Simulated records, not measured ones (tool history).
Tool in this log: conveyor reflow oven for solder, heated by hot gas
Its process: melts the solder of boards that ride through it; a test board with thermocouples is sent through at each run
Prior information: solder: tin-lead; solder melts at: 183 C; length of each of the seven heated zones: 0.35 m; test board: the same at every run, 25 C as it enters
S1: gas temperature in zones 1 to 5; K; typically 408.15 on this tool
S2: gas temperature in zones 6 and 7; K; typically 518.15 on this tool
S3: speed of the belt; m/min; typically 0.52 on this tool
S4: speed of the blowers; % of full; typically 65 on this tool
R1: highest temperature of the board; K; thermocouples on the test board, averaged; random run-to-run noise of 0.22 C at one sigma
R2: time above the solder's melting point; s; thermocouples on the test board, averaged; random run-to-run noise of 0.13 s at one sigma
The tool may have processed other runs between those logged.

{"run": 1, "day": 0.0, "S1": 408.15, "S2": 518.15, "S3": 0.52, "S4": 65, "R1": 500.45, "R2": 67.9}
{"run": 2, "day": 0.462, "S1": 408.15, "S2": 518.15, "S3": 0.597, "S4": 65, "R1": 495.75, "R2": 55.4}
{"run": 3, "day": 0.812, "S1": 408.15, "S2": 518.15, "S3": 0.597, "S4": 65, "R1": 495.55, "R2": 55.4}
{"run": 4, "day": 1.212, "S1": 408.15, "S2": 518.15, "S3": 0.597, "S4": 65, "R1": 495.65, "R2": 55.5}
{"run": 5, "day": 1.646, "S1": 408.15, "S2": 518.15, "S3": 0.52, "S4": 74, "R1": 502.85, "R2": 69.4}
{"run": 6, "day": 2.3, "S1": 408.15, "S2": 532.15, "S3": 0.52, "S4": 65, "R1": 512.75, "R2": 74.6}
{"run": 7, "day": 2.929, "S1": 412.15, "S2": 508.15, "S3": 0.506, "S4": 81, "R1": 496.15, "R2": 69}
{"run": 8, "day": 3.404, "S1": 420.15, "S2": 508.15, "S3": 0.506, "S4": 72, "R1": 495.15, "R2": 71.3}
{"run": 9, "day": 3.967, "S1": 408.15, "S2": 520.15, "S3": 0.52, "S4": 65, "R1": 501.85, "R2": 68.4}
{"run": 10, "day": 4.383, "S1": 399.15, "S2": 520.15, "S3": 0.447, "S4": 65, "R1": 505.15, "R2": 79.6}
{"run": 11, "day": 4.975, "S1": 399.15, "S2": 520.15, "S3": 0.447, "S4": 65, "R1": 504.95, "R2": 79.6}

Below are 4 alternative next runs, each starting from the tool's condition after run 11. Predict each:
{"run": "A", "day": 5.412, "S1": 422.15, "S2": 513.15, "S3": 0.498, "S4": 65, "R1": "?", "R2": "?"}
{"run": "B", "day": 5.412, "S1": 408.15, "S2": 518.15, "S3": 0.52, "S4": 70, "R1": "?", "R2": "?"}
{"run": "C", "day": 5.412, "S1": 396.15, "S2": 520.15, "S3": 0.46, "S4": 56, "R1": "?", "R2": "?"}
{"run": "D", "day": 5.412, "S1": 420.15, "S2": 518.15, "S3": 0.469, "S4": 55, "R1": "?", "R2": "?"}

run=A R1=498.85 R2=75.2
run=B R1=501.25 R2=68.4
run=C R1=501.15 R2=72.9
run=D R1=501.85 R2=81.3
Without the tool's hidden state the same runs would have given:
run=A R1=501.85 R2=76.3
run=B R1=504.55 R2=69.7
run=C R1=504.35 R2=74.5
run=D R1=504.85 R2=82.3

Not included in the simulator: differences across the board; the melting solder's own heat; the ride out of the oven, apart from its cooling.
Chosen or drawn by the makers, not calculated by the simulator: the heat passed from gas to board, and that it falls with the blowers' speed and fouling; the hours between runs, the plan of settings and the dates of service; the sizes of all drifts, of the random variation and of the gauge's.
